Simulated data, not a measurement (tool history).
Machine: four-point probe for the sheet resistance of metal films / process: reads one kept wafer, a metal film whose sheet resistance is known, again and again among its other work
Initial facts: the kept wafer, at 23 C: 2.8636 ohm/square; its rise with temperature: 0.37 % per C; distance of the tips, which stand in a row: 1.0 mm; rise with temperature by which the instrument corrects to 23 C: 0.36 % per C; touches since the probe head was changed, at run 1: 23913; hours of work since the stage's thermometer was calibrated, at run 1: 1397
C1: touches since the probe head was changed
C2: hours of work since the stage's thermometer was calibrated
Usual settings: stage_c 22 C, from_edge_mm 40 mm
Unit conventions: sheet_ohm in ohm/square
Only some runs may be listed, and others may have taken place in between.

{"run": 1, "hour": 0.0, "stage_c": 22, "from_edge_mm": 40, "C1": 23913, "C2": 1397, "sheet_ohm": 2.877725}
{"run": 2, "hour": 23.2, "stage_c": 29, "from_edge_mm": 40, "C1": 24550, "C2": 1411, "sheet_ohm": 2.881064}
{"run": 3, "hour": 45.6, "stage_c": 22, "from_edge_mm": 5, "C1": 25162, "C2": 1424, "sheet_ohm": 2.939316}
{"run": 4, "hour": 59.5, "stage_c": 23, "from_edge_mm": 5, "C1": 25542, "C2": 1432, "sheet_ohm": 2.937863}
{"run": 5, "hour": 81.1, "stage_c": 22, "from_edge_mm": 40, "C1": 26133, "C2": 1445, "sheet_ohm": 2.877109}
{"run": 6, "hour": 106.4, "stage_c": 22, "from_edge_mm": 40, "C1": 26826, "C2": 1460, "sheet_ohm": 2.879005}
{"run": 7, "hour": 134.8, "stage_c": 25, "from_edge_mm": 40, "C1": 27603, "C2": 1476, "sheet_ohm": 2.87995}
{"run": 8, "hour": 158.0, "stage_c": 19, "from_edge_mm": 40, "C1": 28239, "C2": 1490, "sheet_ohm": 2.877238}
{"run": 9, "hour": 170.1, "stage_c": 19, "from_edge_mm": 40, "C1": 28570, "C2": 1497, "sheet_ohm": 2.877587}
{"run": 10, "hour": 198.4, "stage_c": 29, "from_edge_mm": 40, "C1": 29344, "C2": 1514, "sheet_ohm": 2.880985}
{"run": 11, "hour": 215.5, "stage_c": 29, "from_edge_mm": 40, "C1": 29814, "C2": 1524, "sheet_ohm": 2.88151}
{"run": 12, "hour": 235.1, "stage_c": 29, "from_edge_mm": 40, "C1": 30350, "C2": 1535, "sheet_ohm": 2.88204}
{"run": 13, "hour": 253.5, "stage_c": 22, "from_edge_mm": 40, "C1": 30852, "C2": 1546, "sheet_ohm": 2.87936}
{"run": 14, "hour": 279.6, "stage_c": 22, "from_edge_mm": 40, "C1": 31567, "C2": 1562, "sheet_ohm": 2.879071}
{"run": 15, "hour": 307.0, "stage_c": 22, "from_edge_mm": 30, "C1": 32317, "C2": 1578, "sheet_ohm": 2.880058}
{"run": 16, "hour": 328.2, "stage_c": 22, "from_edge_mm": 40, "C1": 32897, "C2": 1590, "sheet_ohm": 2.878926}
{"run": 17, "hour": 348.5, "stage_c": 22, "from_edge_mm": 40, "C1": 33455, "C2": 1602, "sheet_ohm": 2.879257}
{"run": 18, "hour": 374.5, "stage_c": 22, "from_edge_mm": 9, "C1": 34165, "C2": 1617, "sheet_ohm": 2.898278}
{"run": 19, "hour": 392.3, "stage_c": 22, "from_edge_mm": 9, "C1": 34654, "C2": 1628, "sheet_ohm": 2.896811}
{"run": 20, "hour": 416.4, "stage_c": 22, "from_edge_mm": 9, "C1": 35314, "C2": 1642, "sheet_ohm": 2.898022}
{"run": 21, "hour": 434.8, "stage_c": 26, "from_edge_mm": 5, "C1": 35817, "C2": 1653, "sheet_ohm": 2.941598}
{"run": 22, "hour": 449.8, "stage_c": 20, "from_edge_mm": 29, "C1": 36228, "C2": 1662, "sheet_ohm": 2.879192}
{"run": 23, "hour": 467.1, "stage_c": 29, "from_edge_mm": 40, "C1": 36700, "C2": 1672, "sheet_ohm": 2.883439}
{"run": 24, "hour": 482.3, "stage_c": 29, "from_edge_mm": 40, "C1": 37117, "C2": 1681, "sheet_ohm": 2.88261}
{"run": 25, "hour": 505.7, "stage_c": 34, "from_edge_mm": 21, "C1": 37757, "C2": 1695, "sheet_ohm": 2.887497}
{"run": 26, "hour": 521.0, "stage_c": 34, "from_edge_mm": 21, "C1": 38178, "C2": 1704, "sheet_ohm": 2.887356}
{"run": 27, "hour": 534.6, "stage_c": 26, "from_edge_mm": 21, "C1": 38549, "C2": 1712, "sheet_ohm": 2.884243}
{"run": 28, "hour": 561.4, "stage_c": 23, "from_edge_mm": 5, "C1": 39283, "C2": 1727, "sheet_ohm": 2.941741}
{"run": 29, "hour": 575.2, "stage_c": 29, "from_edge_mm": 5, "C1": 39660, "C2": 1735, "sheet_ohm": 2.944068}
{"run": 30, "hour": 593.4, "stage_c": 18, "from_edge_mm": 5, "C1": 40159, "C2": 1746, "sheet_ohm": 2.939441}
{"run": 31, "hour": 605.5, "stage_c": 24, "from_edge_mm": 12, "C1": 40490, "C2": 1753, "sheet_ohm": 2.891982}
{"run": 32, "hour": 623.7, "stage_c": 24, "from_edge_mm": 12, "C1": 40988, "C2": 1764, "sheet_ohm": 2.891289}
{"run": 33, "hour": 650.1, "stage_c": 23, "from_edge_mm": 40, "C1": 41712, "C2": 1779, "sheet_ohm": 2.880272}
{"run": 34, "hour": 666.0, "stage_c": 23, "from_edge_mm": 40, "C1": 42147, "C2": 1789, "sheet_ohm": 2.880426}
{"run": 35, "hour": 693.9, "stage_c": 26, "from_edge_mm": 11, "C1": 42911, "C2": 1805, "sheet_ohm": 2.895037}
{"run": 36, "hour": 709.7, "stage_c": 20, "from_edge_mm": 9, "C1": 43341, "C2": 1815, "sheet_ohm": 2.899109}
{"run": 37, "hour": 724.6, "stage_c": 20, "from_edge_mm": 9, "C1": 43749, "C2": 1823, "sheet_ohm": 2.89837}
{"run": 38, "hour": 753.1, "stage_c": 20, "from_edge_mm": 9, "C1": 44529, "C2": 1840, "sheet_ohm": 2.898685}
{"run": 39, "hour": 768.6, "stage_c": 20, "from_edge_mm": 9, "C1": 44956, "C2": 1849, "sheet_ohm": 2.898395}

Branching from run 39: 3 alternative next runs. What would each branch give?
{"run": "A", "hour": 790.8, "stage_c": 20, "from_edge_mm": 55, "C1": 45563, "C2": 1862, "sheet_ohm": "?"}
{"run": "B", "hour": 790.8, "stage_c": 32, "from_edge_mm": 6, "C1": 45563, "C2": 1862, "sheet_ohm": "?"}
{"run": "C", "hour": 790.8, "stage_c": 33, "from_edge_mm": 9, "C1": 45563, "C2": 1862, "sheet_ohm": "?"}

run=A sheet_ohm=2.880495
run=B sheet_ohm=2.926881
run=C sheet_ohm=2.904838
Stripped of hidden state, with their random variation kept, the same runs would have yielded:
run=A sheet_ohm=2.862496
run=B sheet_ohm=2.908745
run=C sheet_ohm=2.88684
